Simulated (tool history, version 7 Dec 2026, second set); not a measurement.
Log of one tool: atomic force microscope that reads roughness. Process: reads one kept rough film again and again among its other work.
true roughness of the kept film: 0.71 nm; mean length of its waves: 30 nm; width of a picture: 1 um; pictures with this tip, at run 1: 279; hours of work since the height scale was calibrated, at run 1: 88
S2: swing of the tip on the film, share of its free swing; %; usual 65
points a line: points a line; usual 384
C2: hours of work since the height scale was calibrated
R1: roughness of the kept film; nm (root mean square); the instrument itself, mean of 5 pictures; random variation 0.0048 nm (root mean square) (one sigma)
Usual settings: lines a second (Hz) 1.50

{"run": 1, "day": 0.0, "lines a second (Hz)": 1.5, "S2": 65, "points a line": 384, "pictures with this tip": 279, "C2": 88, "R1": 0.644}
{"run": 2, "day": 1.292, "lines a second (Hz)": 1.5, "S2": 65, "points a line": 384, "pictures with this tip": 325, "C2": 107, "R1": 0.64}
{"run": 3, "day": 2.246, "lines a second (Hz)": 1.5, "S2": 65, "points a line": 384, "pictures with this tip": 359, "C2": 120, "R1": 0.633}
{"run": 4, "day": 2.792, "lines a second (Hz)": 0.82, "S2": 65, "points a line": 384, "pictures with this tip": 378, "C2": 128, "R1": 0.637}
{"day": 3.192, "done": "new tip fitted"}
{"run": 5, "day": 3.588, "lines a second (Hz)": 1.5, "S2": 65, "points a line": 266, "pictures with this tip": 14, "C2": 139, "R1": 0.663}
{"run": 6, "day": 4.888, "lines a second (Hz)": 1.5, "S2": 65, "points a line": 652, "pictures with this tip": 60, "C2": 158, "R1": 0.664}
{"run": 7, "day": 5.817, "lines a second (Hz)": 1.5, "S2": 65, "points a line": 652, "pictures with this tip": 93, "C2": 172, "R1": 0.67}
{"run": 8, "day": 6.721, "lines a second (Hz)": 1.5, "S2": 73, "points a line": 384, "pictures with this tip": 125, "C2": 185, "R1": 0.647}
{"run": 9, "day": 7.354, "lines a second (Hz)": 1.31, "S2": 65, "points a line": 384, "pictures with this tip": 148, "C2": 194, "R1": 0.655}
{"run": 10, "day": 8.408, "lines a second (Hz)": 1.31, "S2": 65, "points a line": 384, "pictures with this tip": 185, "C2": 209, "R1": 0.644}
{"run": 11, "day": 9.638, "lines a second (Hz)": 1.5, "S2": 65, "points a line": 285, "pictures with this tip": 229, "C2": 227, "R1": 0.633}
{"run": 12, "day": 10.617, "lines a second (Hz)": 1.5, "S2": 65, "points a line": 285, "pictures with this tip": 264, "C2": 241, "R1": 0.637}
{"run": 13, "day": 11.858, "lines a second (Hz)": 2.91, "S2": 86, "points a line": 331, "pictures with this tip": 308, "C2": 259, "R1": 0.538}
{"day": 11.992, "done": "height scale calibrated on a step standard"}
{"run": 14, "day": 13.112, "lines a second (Hz)": 1.52, "S2": 83, "points a line": 761, "pictures with this tip": 351, "C2": 16, "R1": 0.602}
{"day": 13.846, "done": "height scale calibrated on a step standard, once more"}
{"run": 15, "day": 13.871, "lines a second (Hz)": 1.98, "S2": 62, "points a line": 384, "pictures with this tip": 376, "C2": 0, "R1": 0.632}
{"day": 14.325, "done": "new tip fitted"}
{"run": 16, "day": 14.7, "lines a second (Hz)": 2.6, "S2": 69, "points a line": 555, "pictures with this tip": 13, "C2": 12, "R1": 0.642}
{"run": 17, "day": 15.55, "lines a second (Hz)": 2.6, "S2": 69, "points a line": 555, "pictures with this tip": 43, "C2": 24, "R1": 0.636}
{"run": 18, "day": 16.783, "lines a second (Hz)": 1.01, "S2": 65, "points a line": 930, "pictures with this tip": 87, "C2": 42, "R1": 0.667}
{"run": 19, "day": 17.917, "lines a second (Hz)": 1.5, "S2": 60, "points a line": 384, "pictures with this tip": 127, "C2": 58, "R1": 0.665}

Some steps in R1 between neighbouring runs. How much of each would the tool show without its hidden state too (settings, what came in, random variation), and how much is left for the hidden state, with any gauge scatter that isn't in both results?
The hidden state here: radius of the tip, nm; height scale over the true one, %; drift of the gauge itself on roughness_nm, %.
Run 4 -> 5: lines a second (Hz) 0.82 -> 1.50, points a line 384 -> 266, new tip fitted. R1 +0.026 nm (root mean square): hidden state +0.035, all else -0.009.
Run 12 -> 13: lines a second (Hz) 1.50 -> 2.91, S2 65 -> 86, points a line 285 -> 331. R1 -0.099 nm (root mean square): hidden state +0.000, all else -0.099.

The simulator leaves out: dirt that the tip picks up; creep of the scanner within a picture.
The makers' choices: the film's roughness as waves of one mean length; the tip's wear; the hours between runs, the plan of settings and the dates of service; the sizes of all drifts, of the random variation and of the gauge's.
